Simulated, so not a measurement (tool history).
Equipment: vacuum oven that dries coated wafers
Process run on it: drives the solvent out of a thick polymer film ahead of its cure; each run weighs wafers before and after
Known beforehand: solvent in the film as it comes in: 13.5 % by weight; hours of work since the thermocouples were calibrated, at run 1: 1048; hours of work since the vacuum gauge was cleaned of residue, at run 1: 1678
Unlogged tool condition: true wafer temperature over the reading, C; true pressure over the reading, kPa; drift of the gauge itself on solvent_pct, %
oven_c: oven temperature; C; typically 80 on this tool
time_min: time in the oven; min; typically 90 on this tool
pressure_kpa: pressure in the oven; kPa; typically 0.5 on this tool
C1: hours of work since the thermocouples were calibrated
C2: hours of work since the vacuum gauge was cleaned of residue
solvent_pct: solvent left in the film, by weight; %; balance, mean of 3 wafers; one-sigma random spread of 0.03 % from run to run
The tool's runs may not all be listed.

run 1 hour=0 | oven_c=80 time_min=90 pressure_kpa=0.5 | C1=1048 C2=1678 | solvent_pct=1.24
run 2 hour=115 | oven_c=80 time_min=52 pressure_kpa=0.5 | C1=1095 C2=1725 | solvent_pct=2.9
run 3 hour=192.8 | oven_c=80 time_min=90 pressure_kpa=0.5 | C1=1126 C2=1757 | solvent_pct=1.24
run 4 hour=317 | oven_c=80 time_min=90 pressure_kpa=0.57 | C1=1177 C2=1807 | solvent_pct=1.32
run 5 hour=423.1 | oven_c=80 time_min=90 pressure_kpa=0.57 | C1=1220 C2=1851 | solvent_pct=1.19
run 6 hour=516.7 | oven_c=80 time_min=90 pressure_kpa=0.57 | C1=1258 C2=1889 | solvent_pct=1.29
run 7 hour=615.9 | oven_c=80 time_min=90 pressure_kpa=0.5 | C1=1298 C2=1929 | solvent_pct=1.25
run 8 hour=706.5 | oven_c=80 time_min=90 pressure_kpa=0.5 | C1=1335 C2=1966 | solvent_pct=1.19
run 9 hour=810.1 | oven_c=80 time_min=90 pressure_kpa=0.5 | C1=1377 C2=2008 | solvent_pct=1.2
run 10 hour=869.2 | oven_c=80 time_min=90 pressure_kpa=0.5 | C1=1401 C2=2032 | solvent_pct=1.22
run 11 hour=950.8 | oven_c=80 time_min=90 pressure_kpa=0.77 | C1=1435 C2=2065 | solvent_pct=1.33
run 12 hour=1038 | oven_c=80 time_min=78 pressure_kpa=0.5 | C1=1470 C2=2101 | solvent_pct=1.55
run 13 hour=1135.4 | oven_c=80 time_min=78 pressure_kpa=0.5 | C1=1510 C2=2140 | solvent_pct=1.56
run 14 hour=1189.9 | oven_c=80 time_min=78 pressure_kpa=0.5 | C1=1532 C2=2163 | solvent_pct=1.61
-- hour=1253.5 oven's thermocouples calibrated
run 15 hour=1297.8 | oven_c=80 time_min=78 pressure_kpa=0.5 | C1=18 C2=2206 | solvent_pct=1.57
run 16 hour=1389.3 | oven_c=80 time_min=90 pressure_kpa=0.5 | C1=55 C2=2243 | solvent_pct=1.22
run 17 hour=1465 | oven_c=80 time_min=109 pressure_kpa=0.331 | C1=86 C2=2274 | solvent_pct=0.76
run 18 hour=1546.8 | oven_c=86 time_min=54 pressure_kpa=0.5 | C1=119 C2=2307 | solvent_pct=1.7
run 19 hour=1628.6 | oven_c=80 time_min=80 pressure_kpa=1.831 | C1=153 C2=2340 | solvent_pct=2.08
run 20 hour=1693.7 | oven_c=81 time_min=80 pressure_kpa=1.831 | C1=179 C2=2367 | solvent_pct=1.97
run 21 hour=1748.2 | oven_c=86 time_min=66 pressure_kpa=0.341 | C1=201 C2=2389 | solvent_pct=1.13
run 22 hour=1844.2 | oven_c=86 time_min=66 pressure_kpa=0.341 | C1=240 C2=2428 | solvent_pct=1.08
run 23 hour=1900.8 | oven_c=75 time_min=84 pressure_kpa=1.121 | C1=263 C2=2451 | solvent_pct=2.61
-- hour=1938.7 vacuum gauge cleaned of residue and calibrated
run 24 hour=1959.6 | oven_c=92 time_min=81 pressure_kpa=1.121 | C1=287 C2=8 | solvent_pct=0.51

Run 25 has not been measured yet. What should we expect?
run 25 hour=2080.4 | oven_c=87 time_min=75 pressure_kpa=1.454 | C1=336 C2=58 | solvent_pct=?

Run 25 produced solvent_pct 1.15 %.
Take away the tool's hidden state, keep the run-to-run variation as it was, and the same run would have given solvent_pct 1.15 %.
